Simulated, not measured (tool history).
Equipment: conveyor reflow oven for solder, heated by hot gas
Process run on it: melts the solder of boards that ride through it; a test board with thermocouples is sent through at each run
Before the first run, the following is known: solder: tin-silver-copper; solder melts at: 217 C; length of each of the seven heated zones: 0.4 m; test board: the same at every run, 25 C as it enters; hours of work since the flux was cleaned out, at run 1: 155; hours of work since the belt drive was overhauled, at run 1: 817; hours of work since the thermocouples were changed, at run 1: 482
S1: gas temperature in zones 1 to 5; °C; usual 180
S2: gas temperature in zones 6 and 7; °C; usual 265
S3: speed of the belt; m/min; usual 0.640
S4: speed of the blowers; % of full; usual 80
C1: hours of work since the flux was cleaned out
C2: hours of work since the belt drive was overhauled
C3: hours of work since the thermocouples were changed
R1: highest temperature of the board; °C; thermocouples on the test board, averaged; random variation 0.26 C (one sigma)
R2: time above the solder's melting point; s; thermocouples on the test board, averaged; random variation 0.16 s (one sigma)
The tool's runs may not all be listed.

| run | day | S1 | S2 | S3 | S4 | C1 | C2 | C3 | R1 | R2 |
|---|---|---|---|---|---|---|---|---|---|---|
| 1 | 0.000 | 180 | 265 | 0.640 | 80 | 155 | 817 | 482 | 253.0 | 59.6 |
|  | 1.512 | flux residue cleaned out of gas plates and filters |
| 2 | 2.683 | 180 | 265 | 0.640 | 80 | 13 | 846 | 511 | 254.3 | 60.9 |
| 3 | 5.004 | 180 | 265 | 0.640 | 80 | 40 | 873 | 538 | 254.2 | 60.6 |
| 4 | 7.054 | 180 | 265 | 0.604 | 80 | 64 | 896 | 561 | 255.5 | 65.4 |
| 5 | 9.512 | 180 | 265 | 0.604 | 80 | 92 | 924 | 589 | 255.3 | 65.3 |
| 6 | 10.983 | 180 | 265 | 0.604 | 80 | 109 | 941 | 606 | 255.0 | 65.3 |
| 7 | 13.200 | 189 | 265 | 0.640 | 80 | 134 | 967 | 632 | 254.7 | 64.4 |
| 8 | 14.529 | 189 | 265 | 0.640 | 80 | 150 | 982 | 647 | 255.8 | 64.5 |
|  | 15.525 | thermocouples of zones 6 and 7 changed |
| 9 | 15.829 | 189 | 265 | 0.640 | 80 | 164 | 996 | 3 | 253.5 | 63.5 |
|  | 16.533 | flux residue cleaned out of gas plates and filters |
|  | 17.338 | belt drive overhauled, speed set with a stopwatch |
| 10 | 17.338 | 180 | 265 | 0.640 | 80 | 7 | 0 | 17 | 252.8 | 59.4 |
| 11 | 18.717 | 180 | 265 | 0.640 | 80 | 23 | 16 | 32 | 252.3 | 59.3 |
| 12 | 19.792 | 180 | 265 | 0.640 | 80 | 35 | 28 | 45 | 253.3 | 59.2 |
| 13 | 21.208 | 180 | 265 | 0.640 | 80 | 52 | 44 | 61 | 252.5 | 58.9 |
| 14 | 23.138 | 183 | 265 | 0.640 | 80 | 74 | 67 | 83 | 253.3 | 60.7 |
| 15 | 25.250 | 183 | 265 | 0.640 | 80 | 98 | 91 | 107 | 252.9 | 60.7 |
| 16 | 27.508 | 183 | 265 | 0.640 | 80 | 124 | 117 | 133 | 252.5 | 60.4 |
| 17 | 29.054 | 175 | 265 | 0.615 | 80 | 142 | 135 | 151 | 252.5 | 59.8 |
| 18 | 30.825 | 178 | 254 | 0.525 | 80 | 162 | 155 | 171 | 246.1 | 68.5 |
|  | 31.679 | flux residue cleaned out of gas plates and filters |
| 19 | 33.054 | 178 | 254 | 0.553 | 80 | 16 | 178 | 195 | 246.1 | 64.8 |
| 20 | 34.479 | 178 | 254 | 0.553 | 80 | 32 | 195 | 211 | 246.1 | 64.4 |
| 21 | 35.942 | 178 | 254 | 0.553 | 80 | 49 | 211 | 228 | 246.2 | 64.2 |
| 22 | 37.238 | 172 | 254 | 0.716 | 75 | 64 | 226 | 243 | 237.9 | 38.2 |
| 23 | 38.958 | 172 | 254 | 0.716 | 75 | 84 | 246 | 263 | 238.1 | 38.2 |
| 24 | 41.175 | 172 | 254 | 0.716 | 75 | 109 | 271 | 288 | 238.1 | 38.2 |
| 25 | 42.808 | 178 | 270 | 0.571 | 75 | 128 | 290 | 307 | 259.4 | 70.3 |
| 26 | 44.442 | 180 | 271 | 0.640 | 78 | 147 | 309 | 326 | 257.0 | 61.9 |
| 27 | 46.038 | 180 | 255 | 0.566 | 80 | 165 | 327 | 344 | 246.4 | 63.4 |
|  | 46.688 | flux residue cleaned out of gas plates and filters |
| 28 | 48.429 | 180 | 255 | 0.566 | 80 | 20 | 352 | 369 | 248.0 | 64.7 |
| 29 | 50.138 | 180 | 265 | 0.544 | 80 | 40 | 372 | 389 | 257.4 | 74.4 |
| 30 | 51.212 | 180 | 259 | 0.708 | 80 | 52 | 384 | 401 | 245.9 | 48.4 |
| 31 | 53.679 | 170 | 261 | 0.681 | 64 | 80 | 413 | 429 | 243.7 | 44.6 |

For some of the steps in R1 from one run to the next: how much would appear even if the tool had no hidden state, given the settings, what came in and random variation, and how much remains for the hidden state plus any gauge scatter that the measured result and the result without hidden state don't share?
Hidden conditions of the tool in this case: heat that the gas passes to the board, % of a clean oven's; belt's true speed, % of the reading; true gas temperature in zones 6 and 7 over the reading, C; drift of the gauge itself on peak_c, C; drift of the gauge itself on liquid_s, %.
Run 1 -> 2: flux residue cleaned out of gas plates and filters. R1 +1.3 °C: hidden state +1.2, all else +0.1.
Run 8 -> 9: thermocouples of zones 6 and 7 changed. R1 -2.3 °C: hidden state -1.9, all else -0.4.
Run 24 -> 25: S1 172 -> 178, S2 254 -> 270, S3 0.716 -> 0.571. R1 +21.3 °C: hidden state +0.2, all else +21.1.
Run 26 -> 27: S2 271 -> 255, S3 0.640 -> 0.566, S4 78 -> 80. R1 -10.6 °C: hidden state +0.3, all else -10.9.
Run 27 -> 28: flux residue cleaned out of gas plates and filters. R1 +1.6 °C: hidden state +0.9, all else +0.7.
Run 29 -> 30: S2 265 -> 259, S3 0.544 -> 0.708. R1 -11.5 °C: hidden state -0.3, all else -11.2.
